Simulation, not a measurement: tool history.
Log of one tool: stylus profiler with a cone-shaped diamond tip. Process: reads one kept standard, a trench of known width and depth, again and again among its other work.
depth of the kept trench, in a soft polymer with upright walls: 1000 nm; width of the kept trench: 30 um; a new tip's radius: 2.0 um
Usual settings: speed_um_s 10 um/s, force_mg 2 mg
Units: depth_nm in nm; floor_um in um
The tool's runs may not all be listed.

Run 1, hour 0: usual settings. Result: depth_nm 1010.1 nm, floor_um 26.13 um.
Run 2, hour 57.4: usual settings. Result: depth_nm 1009.52 nm, floor_um 26.14 um.
Run 3, hour 119.4: usual settings. Result: depth_nm 1008.86 nm, floor_um 26.06 um.
Run 4, hour 153.1: usual settings. Result: depth_nm 1009.21 nm, floor_um 26.05 um.
Run 5, hour 191.9: usual settings but speed_um_s 2 um/s. Result: depth_nm 1008.74 nm, floor_um 26.11 um.
Run 6, hour 246.3: usual settings. Result: depth_nm 1008.49 nm, floor_um 26.05 um.
Run 7, hour 295.5: usual settings. Result: depth_nm 1009 nm, floor_um 26.03 um.
Run 8, hour 351.3: usual settings but speed_um_s 16 um/s. Result: depth_nm 1008.36 nm, floor_um 25.97 um.
Run 9, hour 389.5: usual settings but speed_um_s 16 um/s. Result: depth_nm 1008.84 nm, floor_um 25.9 um.
Run 10, hour 423.4: usual settings but speed_um_s 16 um/s. Result: depth_nm 1008.29 nm, floor_um 25.92 um.
Run 11, hour 458.4: usual settings but speed_um_s 14 um/s. Result: depth_nm 1008.29 nm, floor_um 25.9 um.
Run 12, hour 516.2: usual settings but force_mg 2.61 mg. Result: depth_nm 1009.79 nm, floor_um 25.9 um.
Run 13, hour 562.1: usual settings but force_mg 2.61 mg. Result: depth_nm 1010.25 nm, floor_um 25.92 um.
Run 14, hour 613.9: usual settings but force_mg 5 mg. Result: depth_nm 1017.05 nm, floor_um 25.96 um.
Run 15, hour 652.8: usual settings but force_mg 5 mg. Result: depth_nm 1017.21 nm, floor_um 25.89 um.
Run 16, hour 697.6: usual settings but force_mg 2.06 mg. Result: depth_nm 1007.83 nm, floor_um 25.89 um.
Run 17, hour 743.1: usual settings but force_mg 2.06 mg. Result: depth_nm 1007.61 nm, floor_um 25.79 um.
Run 18, hour 805.2: usual settings but force_mg 2.06 mg. Result: depth_nm 1007.35 nm, floor_um 25.82 um.
Run 19, hour 867.5: usual settings. Result: depth_nm 1006.55 nm, floor_um 25.8 um.
At hour 871.9: height scale calibrated on a step standard.
Run 20, hour 903.8: usual settings but speed_um_s 9 um/s. Result: depth_nm 1005.16 nm, floor_um 25.74 um.
Run 21, hour 965.5: usual settings but speed_um_s 9 um/s. Result: depth_nm 1004.87 nm, floor_um 25.72 um.
Run 22, hour 1005.9: usual settings but speed_um_s 9 um/s. Result: depth_nm 1004.37 nm, floor_um 25.75 um.
Run 23, hour 1075.4: usual settings but speed_um_s 37 um/s, force_mg 5.39 mg. Result: depth_nm 1014.62 nm, floor_um 25.63 um.
Run 24, hour 1120.7: usual settings but speed_um_s 13 um/s, force_mg 0.96 mg. Result: depth_nm 999.68 nm, floor_um 25.6 um.
Run 25, hour 1189.7: usual settings but force_mg 2.22 mg. Result: depth_nm 1004.43 nm, floor_um 25.68 um.
At hour 1204.7: height scale calibrated on a step standard, once more.
Run 26, hour 1231.2: usual settings but speed_um_s 2 um/s, force_mg 0.72 mg. Result: depth_nm 1005.15 nm, floor_um 25.68 um.
Run 27, hour 1297.3: usual settings but speed_um_s 16 um/s, force_mg 4.53 mg. Result: depth_nm 1018.76 nm, floor_um 25.57 um.
Run 28, hour 1350.4: usual settings but speed_um_s 16 um/s, force_mg 4.53 mg. Result: depth_nm 1018.45 nm, floor_um 25.6 um.
Run 29, hour 1404.1: usual settings but speed_um_s 4 um/s, force_mg 2.42 mg. Result: depth_nm 1011.28 nm, floor_um 25.62 um.
Run 30, hour 1449.9: usual settings but speed_um_s 14 um/s, force_mg 2.13 mg. Result: depth_nm 1010.52 nm, floor_um 25.49 um.
Run 31, hour 1512: usual settings but speed_um_s 14 um/s, force_mg 2.13 mg. Result: depth_nm 1010.42 nm, floor_um 25.51 um.
Run 32, hour 1544.2: usual settings but speed_um_s 14 um/s, force_mg 5.31 mg. Result: depth_nm 1020.08 nm, floor_um 25.54 um.
Run 33, hour 1591: usual settings but speed_um_s 14 um/s, force_mg 5.31 mg. Result: depth_nm 1020.1 nm, floor_um 25.52 um.
Run 34, hour 1637.7: usual settings but force_mg 2.53 mg. Result: depth_nm 1011.42 nm, floor_um 25.46 um.
Run 35, hour 1702.8: usual settings but force_mg 2.53 mg. Result: depth_nm 1011.21 nm, floor_um 25.45 um.
Run 36, hour 1750.1: usual settings but speed_um_s 17 um/s, force_mg 1.05 mg. Result: depth_nm 1005.51 nm, floor_um 25.33 um.
Run 37, hour 1798.5: usual settings but speed_um_s 17 um/s, force_mg 1.05 mg. Result: depth_nm 1004.74 nm, floor_um 25.33 um.
Run 38, hour 1849.2: usual settings but speed_um_s 3 um/s, force_mg 0.7 mg. Result: depth_nm 1002.79 nm, floor_um 25.44 um.
Run 39, hour 1878.9: usual settings but speed_um_s 3 um/s, force_mg 0.7 mg. Result: depth_nm 1003.13 nm, floor_um 25.36 um.
Run 40, hour 1942.3: usual settings but speed_um_s 2 um/s, force_mg 5.32 mg. Result: depth_nm 1019.03 nm, floor_um 25.45 um.
Run 41, hour 2006.9: usual settings but speed_um_s 22 um/s, force_mg 5.01 mg. Result: depth_nm 1018.01 nm, floor_um 25.28 um.
Run 42, hour 2069.8: usual settings but force_mg 0.87 mg. Result: depth_nm 1003.37 nm, floor_um 25.3 um.
Run 43, hour 2117.7: usual settings but speed_um_s 3 um/s, force_mg 1.38 mg. Result: depth_nm 1005.6 nm, floor_um 25.38 um.

4 ways to go on from here, each from the tool as it stands after run 43. What would each give?
Run A, hour 2168.9: usual settings but speed_um_s 21 um/s, force_mg 2.37 mg. Result: depth_nm ?, floor_um ?.
Run B, hour 2168.9: usual settings but speed_um_s 6 um/s, force_mg 2.48 mg. Result: depth_nm ?, floor_um ?.
Run C, hour 2168.9: usual settings but speed_um_s 4 um/s, force_mg 2.98 mg. Result: depth_nm ?, floor_um ?.
Run D, hour 2168.9: usual settings but speed_um_s 15 um/s. Result: depth_nm ?, floor_um ?.

run  depth_nm  floor_um
  A   1009.38     25.26
  B   1009.57     25.31
  C   1011.06     25.33
  D   1007.69     25.27
Without the tool's hidden state the same runs would have given:
run  depth_nm  floor_um
  A   1012.76     26.47
  B   1012.96     26.52
  C   1014.44     26.54
  D   1011.07     26.48
